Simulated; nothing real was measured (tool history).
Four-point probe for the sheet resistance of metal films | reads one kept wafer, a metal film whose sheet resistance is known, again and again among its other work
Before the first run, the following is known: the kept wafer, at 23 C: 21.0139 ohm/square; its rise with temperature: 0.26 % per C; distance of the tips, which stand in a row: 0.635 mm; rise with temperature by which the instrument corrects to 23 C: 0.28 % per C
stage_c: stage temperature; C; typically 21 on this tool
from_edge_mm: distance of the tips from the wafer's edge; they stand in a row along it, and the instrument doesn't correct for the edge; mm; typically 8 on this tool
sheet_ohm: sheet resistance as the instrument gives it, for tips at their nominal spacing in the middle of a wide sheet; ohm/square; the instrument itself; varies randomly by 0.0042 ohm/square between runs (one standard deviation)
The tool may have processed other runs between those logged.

run,hour,stage_c,from_edge_mm,sheet_ohm
1,0,21,8,21.100784
2,57.7,21,8,21.097687
3,116.3,21,8,21.109292
4,158.8,21,8,21.112779
5,195,21,8,21.106469
6,252.8,22,8,21.116988
7,286.2,22,8,21.120029
8,315.4,22,8,21.117776
9,366.1,31,8,21.087744
10,408.2,21,8,21.130205

Estimate the outcome of run 11 from the log above:
11,462.8,20,3,?

sheet_ohm: 21.56766 ohm/square
With the hidden condition absent and the run-to-run variation left alone, this run would have shown sheet_ohm 21.523095 ohm/square.
